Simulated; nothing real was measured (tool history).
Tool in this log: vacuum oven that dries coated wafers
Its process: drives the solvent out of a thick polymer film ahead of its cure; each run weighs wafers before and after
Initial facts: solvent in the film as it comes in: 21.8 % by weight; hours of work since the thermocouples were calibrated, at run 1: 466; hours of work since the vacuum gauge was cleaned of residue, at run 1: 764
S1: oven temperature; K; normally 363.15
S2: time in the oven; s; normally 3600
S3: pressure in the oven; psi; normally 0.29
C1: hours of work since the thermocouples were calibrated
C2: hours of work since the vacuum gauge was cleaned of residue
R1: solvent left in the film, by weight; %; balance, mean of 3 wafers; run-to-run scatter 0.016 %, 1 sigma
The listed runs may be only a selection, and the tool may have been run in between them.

| run | hour | S1 | S2 | S3 | C1 | C2 | R1 |
|---|---|---|---|---|---|---|---|
| 1 | 0 | 363.15 | 3600 | 0.29 | 466 | 764 | 2.85 |
| 2 | 21.2 | 363.15 | 4740 | 0.29 | 479 | 778 | 2.19 |
| 3 | 40.5 | 363.15 | 3600 | 0.29 | 491 | 790 | 2.87 |
| 4 | 65.3 | 363.15 | 3600 | 0.29 | 507 | 806 | 2.88 |
| 5 | 84.2 | 363.15 | 3600 | 0.218 | 519 | 818 | 2.48 |
| 6 | 102.3 | 363.15 | 3600 | 0.218 | 531 | 829 | 2.49 |
| 7 | 112.9 | 363.15 | 3600 | 0.218 | 537 | 836 | 2.49 |
| 8 | 126.1 | 363.15 | 4620 | 0.218 | 546 | 844 | 1.88 |
| 9 | 141.7 | 363.15 | 4620 | 0.218 | 555 | 854 | 1.85 |
| 10 | 153.3 | 363.15 | 4620 | 0.218 | 563 | 861 | 1.86 |
| 11 | 170.7 | 363.15 | 3600 | 0.267 | 574 | 872 | 2.72 |
| 12 | 194.4 | 363.15 | 3600 | 0.267 | 589 | 887 | 2.72 |
| 13 | 205.5 | 363.15 | 3600 | 0.267 | 596 | 895 | 2.75 |
| 14 | 229.3 | 363.15 | 3600 | 0.29 | 611 | 910 | 2.82 |
| 15 | 243.5 | 363.15 | 3600 | 0.29 | 620 | 919 | 2.83 |
| 16 | 256 | 363.15 | 3600 | 0.29 | 628 | 926 | 2.85 |
| 17 | 267.7 | 368.15 | 3600 | 0.29 | 635 | 934 | 1.83 |
| 18 | 291.8 | 368.15 | 3600 | 0.29 | 650 | 949 | 1.84 |
| 19 | 312.1 | 368.15 | 3600 | 0.29 | 663 | 962 | 1.85 |
| 20 | 333 | 372.15 | 3600 | 0.303 | 677 | 975 | 1.47 |
| 21 | 346.2 | 372.15 | 3600 | 0.303 | 685 | 984 | 1.46 |
| 22 | 366.3 | 367.15 | 2400 | 0.184 | 698 | 996 | 2.66 |
| 23 | 377.9 | 367.15 | 2400 | 0.184 | 705 | 1004 | 2.64 |
| 24 | 391.7 | 374.15 | 2400 | 0.341 | 714 | 1012 | 1.79 |
| 25 | 401.9 | 350.15 | 2940 | 0.334 | 720 | 1019 | 9.31 |
| 26 | 420 | 361.15 | 3600 | 0.29 | 732 | 1030 | 3.39 |

Forecast run 27:
|  | 434.8 | vacuum gauge cleaned of residue and calibrated |
| 27 | 435.9 | 366.15 | 4560 | 0.66 | 741 | 1 | ? |

Run 27 measured R1 3.36 %.
Minus the tool's unlogged condition, the same run would have read R1 3.45 %.
